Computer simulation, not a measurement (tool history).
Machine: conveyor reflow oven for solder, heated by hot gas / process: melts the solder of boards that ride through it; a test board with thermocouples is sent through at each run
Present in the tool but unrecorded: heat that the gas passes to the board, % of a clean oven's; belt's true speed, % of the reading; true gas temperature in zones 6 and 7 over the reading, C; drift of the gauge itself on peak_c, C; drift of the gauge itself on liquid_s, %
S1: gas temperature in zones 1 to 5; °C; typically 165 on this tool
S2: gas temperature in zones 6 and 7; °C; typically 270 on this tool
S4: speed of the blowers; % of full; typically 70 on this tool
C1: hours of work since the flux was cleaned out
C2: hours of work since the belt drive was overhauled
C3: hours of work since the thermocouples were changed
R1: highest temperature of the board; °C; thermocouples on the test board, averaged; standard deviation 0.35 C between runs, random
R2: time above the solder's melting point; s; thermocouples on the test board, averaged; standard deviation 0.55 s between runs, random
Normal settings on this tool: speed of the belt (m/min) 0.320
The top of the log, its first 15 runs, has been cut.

run 16 hour=570.2 | S1=165 S2=270 speed_of_the_belt_(m/min)=0.377 S4=70 | C1=201 C2=1190 C3=1014 | R1=252.6 R2=68.4
run 17 hour=614.1 | S1=165 S2=270 speed_of_the_belt_(m/min)=0.377 S4=70 | C1=223 C2=1212 C3=1036 | R1=253.1 R2=67.3
-- hour=649.9 flux residue cleaned out of gas plates and filters
run 18 hour=661.8 | S1=175 S2=262 speed_of_the_belt_(m/min)=0.271 S4=54 | C1=6 C2=1234 C3=1057 | R1=252.5 R2=103.9
-- hour=696.3 belt drive overhauled, speed set with a stopwatch
run 19 hour=706.8 | S1=165 S2=273 speed_of_the_belt_(m/min)=0.320 S4=70 | C1=27 C2=5 C3=1078 | R1=260.8 R2=89.0
run 20 hour=759.2 | S1=165 S2=268 speed_of_the_belt_(m/min)=0.304 S4=70 | C1=53 C2=32 C3=1105 | R1=257.9 R2=91.5
run 21 hour=801.4 | S1=165 S2=268 speed_of_the_belt_(m/min)=0.304 S4=70 | C1=74 C2=53 C3=1126 | R1=257.1 R2=92.0
run 22 hour=852.7 | S1=165 S2=284 speed_of_the_belt_(m/min)=0.320 S4=68 | C1=100 C2=79 C3=1152 | R1=271.1 R2=98.4
run 23 hour=883.6 | S1=173 S2=265 speed_of_the_belt_(m/min)=0.285 S4=67 | C1=116 C2=95 C3=1167 | R1=256.1 R2=102.5
run 24 hour=906.4 | S1=173 S2=265 speed_of_the_belt_(m/min)=0.285 S4=67 | C1=127 C2=106 C3=1179 | R1=256.4 R2=101.4
run 25 hour=959.3 | S1=173 S2=265 speed_of_the_belt_(m/min)=0.285 S4=67 | C1=154 C2=133 C3=1206 | R1=255.4 R2=102.4
run 26 hour=991.0 | S1=173 S2=265 speed_of_the_belt_(m/min)=0.285 S4=67 | C1=170 C2=149 C3=1222 | R1=256.2 R2=101.4
run 27 hour=1033.4 | S1=175 S2=259 speed_of_the_belt_(m/min)=0.287 S4=56 | C1=192 C2=170 C3=1243 | R1=249.6 R2=93.9
run 28 hour=1068.0 | S1=175 S2=259 speed_of_the_belt_(m/min)=0.287 S4=56 | C1=209 C2=188 C3=1260 | R1=248.5 R2=92.9
run 29 hour=1100.4 | S1=175 S2=259 speed_of_the_belt_(m/min)=0.287 S4=56 | C1=225 C2=204 C3=1277 | R1=249.3 R2=94.0
-- hour=1133.7 flux residue cleaned out of gas plates and filters
run 30 hour=1133.7 | S1=179 S2=282 speed_of_the_belt_(m/min)=0.375 S4=84 | C1=0 C2=218 C3=1291 | R1=268.3 R2=87.2
run 31 hour=1186.5 | S1=179 S2=282 speed_of_the_belt_(m/min)=0.375 S4=84 | C1=27 C2=245 C3=1318 | R1=268.3 R2=86.0

3 options for the next run, each taken on its own from the tool as it stands now. Forecast them:
run A hour=1233.4 | S1=165 S2=260 speed_of_the_belt_(m/min)=0.320 S4=62 | C1=50 C2=269 C3=1341 | R1=? R2=?
run B hour=1233.4 | S1=165 S2=277 speed_of_the_belt_(m/min)=0.320 S4=63 | C1=50 C2=269 C3=1341 | R1=? R2=?
run C hour=1233.4 | S1=179 S2=278 speed_of_the_belt_(m/min)=0.375 S4=84 | C1=50 C2=269 C3=1341 | R1=? R2=?

run=A R1=247.2 R2=75.5
run=B R1=263.1 R2=90.9
run=C R1=264.5 R2=84.2
Had the tool no hidden state, the same runs would have come out as:
run=A R1=247.2 R2=75.4
run=B R1=263.0 R2=90.8
run=C R1=264.4 R2=84.1
